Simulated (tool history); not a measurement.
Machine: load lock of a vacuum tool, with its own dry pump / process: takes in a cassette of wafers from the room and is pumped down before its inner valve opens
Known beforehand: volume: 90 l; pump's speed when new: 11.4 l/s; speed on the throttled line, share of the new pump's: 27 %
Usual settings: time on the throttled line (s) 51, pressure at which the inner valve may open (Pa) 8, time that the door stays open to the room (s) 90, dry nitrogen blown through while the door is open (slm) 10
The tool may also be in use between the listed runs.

run	hour	time on the throttled line (s)	pressure at which the inner valve may open (Pa)	time that the door stays open to the room (s)	dry nitrogen blown through while the door is open (slm)	incoming humidity of the room's air, %	time from the closed door until the inner valve may open (s)	rise of the pressure with all valves shut (Pa/min)
1	0.0	51	8	90	10	42.6	125.8	0.028
2	179.5	51	8	90	10	46.5	126.7	0.030
3	400.8	51	9	90	10	46.8	125.7	0.032
4	624.6	51	8	90	10	46.6	126.5	0.034
5	839.0	51	8	90	10	43.3	125.8	0.028
6	1042.4	51	8	170	10	42.8	125.9	0.034
7	1245.4	51	8	170	10	46.0	128.0	0.038
8	1517.1	51	9	90	10	47.1	126.1	0.030
9	1630.8	51	8	90	10	44.3	127.2	0.024
10	1859.5	51	8	90	10	45.8	127.6	0.029
11	2064.8	51	8	62	10	42.1	128.6	0.029
12	2284.6	51	8	90	10	43.4	127.9	0.029
13	2504.1	51	8	90	10	47.8	127.8	0.030
14	2775.2	51	8	90	10	44.6	127.4	0.031
15	3043.4	51	8	90	10	42.5	129.2	0.029
16	3270.0	51	8	90	10	45.6	128.3	0.034
17	3428.8	51	8	90	10	45.5	130.5	0.035
18	3577.7	51	8	90	10	45.3	129.8	0.035
19	3739.2	51	8	90	10	49.3	130.5	0.037
20	3891.6	86	7	90	38	43.6	155.8	0.019
21	4082.9	86	7	90	38	46.2	155.1	0.028
22	4330.8	95	7	90	38	44.9	159.4	0.024
23	4563.9	51	8	90	12	47.0	130.2	0.033
24	4818.1	51	8	90	12	44.8	130.3	0.027
25	5018.0	68	8	34	10	44.2	142.0	0.024
26	5175.0	31	8	90	10	46.5	119.2	0.037
27	5447.8	31	8	90	10	40.3	117.7	0.033
28	5685.3	54	8	90	5	46.2	133.7	0.044
# hour 5712.2: dry pump taken out, an overhauled one fitted
29	5964.0	51	12	90	10	43.8	108.5	0.033
30	6197.3	48	7	125	29	49.6	111.0	0.033
31	6319.1	98	8	31	10	49.0	145.8	0.027
32	6491.7	51	8	28	14	49.4	111.4	0.030
33	6664.3	51	8	28	14	47.6	111.7	0.033
34	6781.9	51	8	31	9	42.7	113.4	0.029
35	6966.9	27	6	139	9	46.7	98.1	0.052
36	7189.2	54	7	49	5	43.6	116.5	0.044

3 options for the next run, each taken on its own from the tool as it stands now. Forecast them:
A	7302.0	51	8	39	10	44.6	?	?
B	7302.0	60	8	43	10	45.7	?	?
C	7302.0	37	8	151	10	45.1	?	?

run	time from the closed door until the inner valve may open (s)	rise of the pressure with all valves shut (Pa/min)
A	112.7	0.033
B	119.4	0.036
C	101.7	0.049
With no hidden state in the tool, these same runs would have given:
run	time from the closed door until the inner valve may open (s)	rise of the pressure with all valves shut (Pa/min)
A	113.0	0.020
B	119.7	0.023
C	102.1	0.035
